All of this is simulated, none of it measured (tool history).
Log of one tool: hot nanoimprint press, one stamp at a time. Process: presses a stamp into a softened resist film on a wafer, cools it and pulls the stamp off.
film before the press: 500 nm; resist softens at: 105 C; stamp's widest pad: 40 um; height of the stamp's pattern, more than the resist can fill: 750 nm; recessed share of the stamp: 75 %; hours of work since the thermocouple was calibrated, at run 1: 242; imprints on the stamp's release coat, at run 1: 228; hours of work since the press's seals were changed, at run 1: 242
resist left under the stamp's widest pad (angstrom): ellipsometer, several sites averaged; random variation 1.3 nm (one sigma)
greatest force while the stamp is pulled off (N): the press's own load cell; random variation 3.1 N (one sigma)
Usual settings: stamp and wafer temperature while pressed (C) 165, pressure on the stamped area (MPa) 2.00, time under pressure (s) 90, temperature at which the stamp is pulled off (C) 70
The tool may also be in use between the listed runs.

run	day	stamp and wafer temperature while pressed (C)	pressure on the stamped area (MPa)	time under pressure (s)	temperature at which the stamp is pulled off (C)	hours of work since the thermocouple was calibrated	imprints on the stamp's release coat	hours of work since the press's seals were changed	resist left under the stamp's widest pad (angstrom)	greatest force while the stamp is pulled off (N)
1	0.000	165	2.00	90	70	242	228	242	3001	267
2	1.938	165	2.00	90	70	270	396	270	3016	275
# day 3.779: stamp cleaned and given a new release coat
3	4.271	165	2.00	90	70	301	43	301	3037	253
4	6.050	165	2.00	90	70	327	197	327	3032	261
5	7.804	165	2.00	90	70	353	349	353	3057	284
6	9.000	165	2.00	90	70	370	453	370	3050	289
# day 10.158: stamp cleaned and given a new release coat
7	10.246	165	2.00	90	70	385	7	385	3081	252
8	12.258	165	2.00	90	70	415	181	415	3062	265
9	13.483	165	2.00	90	70	433	287	433	3108	273
10	14.504	165	2.00	90	70	448	376	448	3127	280
11	15.912	165	2.00	90	70	468	498	468	3121	291
# day 16.567: stamp cleaned and given a new release coat
12	17.362	165	2.00	90	70	486	69	486	3139	263
# day 18.888: press's hydraulic seals changed and the load cell set to zero
13	18.888	165	2.00	90	70	504	172	0	3094	265
# day 19.817: plate thermocouple calibrated
14	20.212	165	2.00	90	70	6	276	18	3227	283
15	21.921	170	1.46	90	76	31	424	43	3080	249
16	23.050	170	2.00	90	69	48	522	59	2748	314
# day 23.396: stamp cleaned and given a new release coat
17	24.754	160	1.62	64	60	69	117	81	4202	336
# day 26.046: plate thermocouple calibrated, once more
18	26.075	160	1.87	103	60	0	221	98	3372	321

Run 19 comes next. What will it give?
19	27.758	163	2.00	68	70	25	367	123	?	?

resist left under the stamp's widest pad (angstrom): 3337
greatest force while the stamp is pulled off (N): 267
Without the tool's hidden state the same run would have given resist left under the stamp's widest pad (angstrom) 3319, greatest force while the stamp is pulled off (N) 238.
